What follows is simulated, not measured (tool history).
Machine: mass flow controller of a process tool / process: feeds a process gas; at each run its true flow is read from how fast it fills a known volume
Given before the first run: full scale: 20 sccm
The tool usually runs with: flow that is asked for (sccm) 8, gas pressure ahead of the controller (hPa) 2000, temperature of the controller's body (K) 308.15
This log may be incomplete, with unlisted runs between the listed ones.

run	hour	flow that is asked for (sccm)	gas pressure ahead of the controller (hPa)	temperature of the controller's body (K)	true flow (%)
1	0	8	2000	308.15	101.94
2	170.7	8	2000	308.15	101.91
3	387.2	8	2000	308.15	101.96
4	604.3	8	2000	300.15	101.74
5	769.7	8	2000	300.15	101.92
6	985.7	8	2000	308.15	102.14
7	1180.9	8	2000	308.15	102.2
8	1316.1	8	2000	308.15	102.33
9	1440	8	2000	308.15	102.31
10	1593.1	8	2000	308.15	102.27
11	1771.1	8	1790	308.15	102.48
12	1923.1	8	1790	308.15	102.68
13	2078.4	8	1790	308.15	102.66
14	2239.5	8	2000	296.15	102.22
15	2425.9	8	2000	308.15	102.65
16	2699.7	8	2000	308.15	102.78
17	2879.4	8	2000	308.15	102.73
18	3088.2	8	2000	308.15	102.9
19	3266.1	8	2000	297.15	102.73
20	3494.8	8	2000	297.15	102.77
21	3702.3	4	2000	301.15	105.37
22	3965.1	3	1790	294.15	107.21
23	4095.7	7	2000	308.15	103.59
24	4377.1	2	2120	308.15	111.52
25	4541.9	8	1620	308.15	103.61
# hour 4678.6: controller's zero set anew
26	4678.6	8	2120	308.15	100.57
27	4831.5	8	2230	311.15	100.61
28	5057.8	8	1700	308.15	100.9
29	5285.5	6	1560	308.15	101.15
30	5497.3	13	2550	296.15	100.26
31	5724.7	5	1560	306.15	101.46
32	5974.9	5	1560	306.15	101.38
33	6156.5	5	1560	306.15	101.59
34	6343.1	10	2770	312.15	100.68
35	6543.7	4	2770	312.15	101.31
36	6792.2	8	2000	299.15	101.04
37	7029.2	4	1620	295.15	101.8

Hidden state or all else? Some run-to-run changes of true flow (%), split into what the settings, what came in and random variation would give without the hidden state, and what is left for the hidden state (with any gauge scatter that isn't in both results):
What the log doesn't record here: flow at rest that the sensor doesn't see, % of full scale; true flow over the shown one, %; drift of the gauge itself on true_pct, %.
Run 22 -> 23: flow that is asked for (sccm) 3 -> 7, gas pressure ahead of the controller (hPa) 1790 -> 2000, temperature of the controller's body (K) 294.15 -> 308.15. true flow (%) -3.62: hidden state -4.01, all else +0.39.
Run 23 -> 24: flow that is asked for (sccm) 7 -> 2, gas pressure ahead of the controller (hPa) 2000 -> 2120. true flow (%) +7.93: hidden state +8.07, all else -0.14.
Run 24 -> 25: flow that is asked for (sccm) 2 -> 8, gas pressure ahead of the controller (hPa) 2120 -> 1620. true flow (%) -7.91: hidden state -8.31, all else +0.4.

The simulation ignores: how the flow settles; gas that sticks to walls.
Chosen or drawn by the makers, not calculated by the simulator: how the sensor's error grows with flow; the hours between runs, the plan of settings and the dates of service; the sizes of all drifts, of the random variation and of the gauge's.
